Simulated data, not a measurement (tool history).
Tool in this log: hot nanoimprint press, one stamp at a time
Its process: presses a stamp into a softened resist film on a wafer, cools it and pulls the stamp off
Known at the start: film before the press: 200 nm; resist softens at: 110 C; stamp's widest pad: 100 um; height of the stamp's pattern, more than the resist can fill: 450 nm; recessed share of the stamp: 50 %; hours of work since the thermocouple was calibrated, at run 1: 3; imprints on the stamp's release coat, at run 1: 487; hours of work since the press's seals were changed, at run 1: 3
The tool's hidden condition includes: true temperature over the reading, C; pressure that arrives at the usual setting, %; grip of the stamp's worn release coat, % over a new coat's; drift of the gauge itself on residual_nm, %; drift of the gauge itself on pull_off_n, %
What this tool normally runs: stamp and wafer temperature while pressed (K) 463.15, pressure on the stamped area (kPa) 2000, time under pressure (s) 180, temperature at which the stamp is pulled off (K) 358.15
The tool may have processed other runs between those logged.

| run | hour | stamp and wafer temperature while pressed (K) | pressure on the stamped area (kPa) | time under pressure (s) | temperature at which the stamp is pulled off (K) | hours of work since the thermocouple was calibrated | imprints on the stamp's release coat | hours of work since the press's seals were changed | resist left under the stamp's widest pad (angstrom) | greatest force while the stamp is pulled off (N) |
|---|---|---|---|---|---|---|---|---|---|---|
| 1 | 0.0 | 463.15 | 2000 | 180 | 358.15 | 3 | 487 | 3 | 766 | 163 |
| 2 | 35.3 | 463.15 | 2000 | 180 | 358.15 | 21 | 614 | 21 | 758 | 166 |
| 3 | 76.4 | 463.15 | 2000 | 180 | 358.15 | 43 | 761 | 43 | 776 | 172 |
| 4 | 100.8 | 463.15 | 2000 | 180 | 358.15 | 56 | 849 | 56 | 765 | 173 |
| 5 | 141.4 | 463.15 | 2000 | 180 | 358.15 | 77 | 994 | 77 | 772 | 179 |
| 6 | 169.3 | 463.15 | 2000 | 164 | 358.15 | 91 | 1094 | 91 | 801 | 172 |
| 7 | 219.3 | 463.15 | 2000 | 164 | 358.15 | 118 | 1273 | 118 | 798 | 187 |
| 8 | 243.3 | 473.15 | 2000 | 180 | 358.15 | 130 | 1359 | 130 | 586 | 183 |
| 9 | 299.6 | 473.15 | 2000 | 180 | 358.15 | 160 | 1561 | 160 | 597 | 184 |
| 10 | 353.7 | 473.15 | 2000 | 180 | 358.15 | 188 | 1755 | 188 | 589 | 195 |
|  | 382.3 | stamp cleaned and given a new release coat |
| 11 | 401.5 | 463.15 | 2000 | 180 | 358.15 | 210 | 69 | 210 | 781 | 152 |
| 12 | 450.7 | 463.15 | 2000 | 180 | 358.15 | 236 | 245 | 236 | 782 | 158 |
| 13 | 502.0 | 463.15 | 1540 | 180 | 358.15 | 263 | 430 | 263 | 920 | 161 |
| 14 | 546.1 | 463.15 | 1540 | 180 | 358.15 | 286 | 587 | 286 | 919 | 169 |
| 15 | 602.2 | 463.15 | 1540 | 180 | 358.15 | 315 | 789 | 315 | 914 | 174 |
|  | 610.5 | plate thermocouple calibrated |
| 16 | 631.6 | 464.15 | 1760 | 196 | 344.15 | 11 | 883 | 329 | 825 | 234 |
| 17 | 663.1 | 464.15 | 1760 | 196 | 344.15 | 28 | 996 | 346 | 824 | 248 |
| 18 | 690.9 | 468.15 | 2000 | 180 | 355.15 | 42 | 1096 | 360 | 713 | 194 |
| 19 | 721.5 | 451.15 | 2000 | 180 | 358.15 | 58 | 1206 | 376 | 1159 | 184 |
| 20 | 769.2 | 470.15 | 2080 | 180 | 349.15 | 83 | 1377 | 401 | 653 | 237 |
| 21 | 820.4 | 470.15 | 2080 | 180 | 349.15 | 110 | 1560 | 428 | 664 | 241 |
| 22 | 877.9 | 470.15 | 2080 | 180 | 349.15 | 140 | 1766 | 458 | 672 | 244 |
|  | 888.3 | plate thermocouple calibrated, once more |
|  | 902.3 | stamp cleaned and given a new release coat |
| 23 | 925.6 | 470.15 | 1920 | 162 | 351.15 | 16 | 83 | 479 | 688 | 182 |
| 24 | 957.1 | 463.15 | 1680 | 178 | 344.15 | 33 | 196 | 495 | 874 | 216 |
| 25 | 1003.6 | 463.15 | 2000 | 169 | 345.15 | 57 | 363 | 520 | 811 | 219 |
| 26 | 1053.9 | 463.15 | 2000 | 215 | 344.15 | 84 | 543 | 546 | 742 | 215 |
| 27 | 1089.8 | 463.15 | 2000 | 136 | 355.15 | 103 | 672 | 565 | 864 | 188 |
| 28 | 1135.3 | 463.15 | 1550 | 180 | 353.15 | 126 | 835 | 589 | 902 | 196 |
| 29 | 1162.6 | 467.15 | 2000 | 180 | 357.15 | 141 | 933 | 603 | 711 | 180 |

Describe how what the log doesn't record of the tool's condition differs between the last listed run preceding each entry between runs and the first listed run following it.
Runs 10 to 11: stamp cleaned and given a new release coat (hour 382.3)
  true temperature over the reading, C: -0.64 -> -0.71; pressure that arrives at the usual setting, %: 98.69 -> 98.53; grip of the stamp's worn release coat, % over a new coat's: 27.5 -> 1
  the result without the hidden state subtracted from the measured one, resist left under the stamp's widest pad (angstrom): +15 -> +22; greatest force while the stamp is pulled off (N): +45 -> +4
Runs 15 to 16: plate thermocouple calibrated (hour 610.5)
  true temperature over the reading, C: -1.08 -> -1.6; pressure that arrives at the usual setting, %: 97.77 -> 97.67; grip of the stamp's worn release coat, % over a new coat's: 12.1 -> 13.6
  the result without the hidden state subtracted from the measured one, resist left under the stamp's widest pad (angstrom): +35 -> +45; greatest force while the stamp is pulled off (N): +23 -> +34
Runs 22 to 23: plate thermocouple calibrated, once more (hour 888.3); stamp cleaned and given a new release coat (hour 902.3)
  true temperature over the reading, C: -2.04 -> -0.2; pressure that arrives at the usual setting, %: 96.69 -> 96.54; grip of the stamp's worn release coat, % over a new coat's: 27.7 -> 1.3
  the result without the hidden state subtracted from the measured one, resist left under the stamp's widest pad (angstrom): +49 -> +17; greatest force while the stamp is pulled off (N): +61 -> +3
